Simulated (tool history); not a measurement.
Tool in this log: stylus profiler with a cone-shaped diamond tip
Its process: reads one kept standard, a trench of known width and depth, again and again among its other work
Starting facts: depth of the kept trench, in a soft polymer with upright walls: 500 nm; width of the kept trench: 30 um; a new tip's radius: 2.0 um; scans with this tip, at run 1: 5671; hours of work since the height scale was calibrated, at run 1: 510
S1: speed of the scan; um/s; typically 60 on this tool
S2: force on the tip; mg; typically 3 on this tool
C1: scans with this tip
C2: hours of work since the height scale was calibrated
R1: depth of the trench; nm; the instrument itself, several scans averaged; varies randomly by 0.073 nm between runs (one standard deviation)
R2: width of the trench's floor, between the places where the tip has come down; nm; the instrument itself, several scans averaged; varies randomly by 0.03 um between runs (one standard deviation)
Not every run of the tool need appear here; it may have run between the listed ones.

| run | hour | S1 | S2 | C1 | C2 | R1 | R2 |
|---|---|---|---|---|---|---|---|
| 1 | 0 | 60 | 3 | 5671 | 510 | 508.63 | 26690 |
| 2 | 76.4 | 60 | 8.94 | 6051 | 545 | 518.58 | 26820 |
| 3 | 166.6 | 60 | 3 | 6499 | 585 | 508.55 | 26680 |
| 4 | 306.9 | 98 | 3 | 7196 | 648 | 508.51 | 26480 |
| 5 | 400.2 | 50 | 3 | 7660 | 690 | 508.48 | 26650 |
| 6 | 483.4 | 50 | 3 | 8073 | 727 | 508.4 | 26600 |
| 7 | 578.7 | 50 | 2.21 | 8547 | 769 | 506.62 | 26550 |
| 8 | 680.3 | 60 | 1.65 | 9053 | 815 | 505.21 | 26420 |
|  | 687.9 | height scale calibrated on a step standard |
| 9 | 790.7 | 60 | 1.65 | 9599 | 46 | 504.98 | 26430 |
| 10 | 889.3 | 60 | 1.65 | 10089 | 90 | 504.9 | 26360 |
| 11 | 1026 | 60 | 4.43 | 10768 | 151 | 510.48 | 26510 |
| 12 | 1129.6 | 78 | 2.82 | 11283 | 198 | 507.3 | 26270 |
| 13 | 1234.6 | 78 | 2.82 | 11805 | 245 | 507.26 | 26280 |
| 14 | 1326.1 | 106 | 1.1 | 12260 | 286 | 502.98 | 25780 |
| 15 | 1462.1 | 42 | 4.34 | 12936 | 346 | 510.22 | 26450 |
|  | 1506 | height scale calibrated on a step standard, once more |
| 16 | 1545.2 | 42 | 4.34 | 13347 | 18 | 512.02 | 26430 |
| 17 | 1651 | 50 | 1.4 | 13872 | 65 | 505.58 | 26240 |
| 18 | 1745.6 | 24 | 6.32 | 14342 | 107 | 515.23 | 26420 |
| 19 | 1845 | 79 | 2.41 | 14837 | 152 | 508.13 | 26080 |
| 20 | 1915.2 | 79 | 1.02 | 15185 | 183 | 504.45 | 25820 |
| 21 | 2060.8 | 103 | 4.72 | 15909 | 248 | 512.36 | 26070 |

Predict each of these 3 candidate next runs independently; none follows another, all start after run 21:
| A | 2146.9 | 160 | 1.34 | 16337 | 287 | ? | ? |
| B | 2146.9 | 77 | 1.38 | 16337 | 287 | ? | ? |
| C | 2146.9 | 205 | 3 | 16337 | 287 | ? | ? |

| run | R1 | R2 |
|---|---|---|
| A | 505.24 | 25260 |
| B | 505.37 | 25920 |
| C | 509.09 | 25430 |
With the hidden condition removed and each run's random variation left untouched, the same runs would have given:
| run | R1 | R2 |
|---|---|---|
| A | 505.36 | 26180 |
| B | 505.49 | 26840 |
| C | 509.22 | 26350 |
